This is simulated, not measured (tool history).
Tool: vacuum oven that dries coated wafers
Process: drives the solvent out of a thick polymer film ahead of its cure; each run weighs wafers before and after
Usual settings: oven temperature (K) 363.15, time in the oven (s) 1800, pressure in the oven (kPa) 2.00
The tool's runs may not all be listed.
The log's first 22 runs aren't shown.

Run 23, hour 2106.0: usual settings but oven temperature (K) 366.15, time in the oven (s) 1560, pressure in the oven (kPa) 1.04. Result: solvent left in the film (%) 1.45.
Run 24, hour 2172.0: usual settings but oven temperature (K) 366.15, time in the oven (s) 1560, pressure in the oven (kPa) 1.04. Result: solvent left in the film (%) 1.50.
Run 25, hour 2252.4: usual settings but oven temperature (K) 370.15, pressure in the oven (kPa) 7.15. Result: solvent left in the film (%) 2.52.
Run 26, hour 2346.3: usual settings but oven temperature (K) 370.15, pressure in the oven (kPa) 7.15. Result: solvent left in the film (%) 2.50.
Run 27, hour 2404.9: usual settings but oven temperature (K) 370.15, pressure in the oven (kPa) 7.15. Result: solvent left in the film (%) 2.50.
Run 28, hour 2502.8: usual settings but oven temperature (K) 368.15, time in the oven (s) 900. Result: solvent left in the film (%) 3.61.
Run 29, hour 2572.2: usual settings but oven temperature (K) 368.15, time in the oven (s) 1140, pressure in the oven (kPa) 7.82. Result: solvent left in the film (%) 4.26.
Run 30, hour 2639.8: usual settings but oven temperature (K) 361.15, time in the oven (s) 1500, pressure in the oven (kPa) 2.63. Result: solvent left in the film (%) 3.52.
Run 31, hour 2693.3: usual settings but oven temperature (K) 361.15, time in the oven (s) 1260, pressure in the oven (kPa) 3.19. Result: solvent left in the film (%) 4.61.

Run 32 comes next. What will it give?
Run 32, hour 2778.3: usual settings but oven temperature (K) 361.15, time in the oven (s) 1260, pressure in the oven (kPa) 3.19. Result: solvent left in the film (%) ?.

Run 32 gave solvent left in the film (%) 4.62.
Without the tool's hidden state the same run would have given solvent left in the film (%) 4.64.
